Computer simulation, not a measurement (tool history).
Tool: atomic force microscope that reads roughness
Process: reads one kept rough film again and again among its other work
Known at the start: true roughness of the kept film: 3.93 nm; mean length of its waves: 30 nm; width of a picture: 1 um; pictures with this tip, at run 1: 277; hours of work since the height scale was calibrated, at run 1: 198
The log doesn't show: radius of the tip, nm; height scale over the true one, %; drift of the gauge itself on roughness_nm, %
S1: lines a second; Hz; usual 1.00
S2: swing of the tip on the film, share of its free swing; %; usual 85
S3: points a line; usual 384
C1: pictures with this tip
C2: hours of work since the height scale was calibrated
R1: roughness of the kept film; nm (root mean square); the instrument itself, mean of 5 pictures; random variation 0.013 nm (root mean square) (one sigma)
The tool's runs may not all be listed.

| run | hour | S1 | S2 | S3 | C1 | C2 | R1 |
|---|---|---|---|---|---|---|---|
| 1 | 0.0 | 1.00 | 85 | 384 | 277 | 198 | 2.934 |
|  | 14.7 | new tip fitted |
| 2 | 65.9 | 1.00 | 85 | 384 | 59 | 240 | 3.164 |
| 3 | 99.0 | 1.00 | 85 | 384 | 97 | 262 | 3.122 |
| 4 | 145.8 | 1.00 | 85 | 384 | 151 | 293 | 3.052 |
| 5 | 190.6 | 1.00 | 85 | 384 | 203 | 322 | 3.004 |
| 6 | 235.5 | 1.00 | 85 | 384 | 255 | 351 | 2.972 |
|  | 266.6 | new tip fitted |
| 7 | 285.5 | 1.00 | 85 | 384 | 22 | 384 | 3.196 |
| 8 | 349.2 | 1.00 | 85 | 502 | 96 | 425 | 3.096 |
| 9 | 389.0 | 1.00 | 85 | 384 | 142 | 451 | 3.074 |
| 10 | 429.1 | 1.00 | 85 | 384 | 188 | 477 | 3.061 |
| 11 | 483.2 | 1.00 | 79 | 384 | 251 | 513 | 3.066 |
| 12 | 514.8 | 1.00 | 79 | 679 | 287 | 533 | 3.035 |
|  | 518.7 | new tip fitted |
| 13 | 551.9 | 1.90 | 64 | 401 | 38 | 557 | 3.314 |
| 14 | 617.1 | 1.90 | 64 | 401 | 114 | 600 | 3.221 |
| 15 | 670.5 | 1.90 | 64 | 401 | 175 | 635 | 3.175 |
| 16 | 701.7 | 1.90 | 64 | 401 | 211 | 655 | 3.133 |
| 17 | 747.6 | 2.03 | 58 | 408 | 264 | 685 | 3.132 |
|  | 769.4 | new tip fitted |
| 18 | 814.9 | 1.00 | 72 | 650 | 52 | 729 | 3.374 |
| 19 | 867.2 | 1.00 | 85 | 416 | 113 | 763 | 3.128 |
| 20 | 937.3 | 1.40 | 85 | 376 | 194 | 809 | 2.917 |

Measured less the same run without the tool's hidden state. The same run-to-run variation is in both; the gauge's scatter may not be:
| run | R1 |
|---|---|
| 1 | -0.251 |
| 2 | -0.043 |
| 3 | -0.077 |
| 4 | -0.131 |
| 5 | -0.179 |
| 6 | -0.223 |
| 7 | +0.001 |
| 8 | -0.073 |
| 9 | -0.121 |
| 10 | -0.169 |
| 11 | -0.233 |
| 12 | -0.265 |
| 13 | -0.025 |
| 14 | -0.098 |
| 15 | -0.164 |
| 16 | -0.196 |
| 17 | -0.251 |
| 18 | -0.008 |
| 19 | -0.068 |
| 20 | -0.138 |

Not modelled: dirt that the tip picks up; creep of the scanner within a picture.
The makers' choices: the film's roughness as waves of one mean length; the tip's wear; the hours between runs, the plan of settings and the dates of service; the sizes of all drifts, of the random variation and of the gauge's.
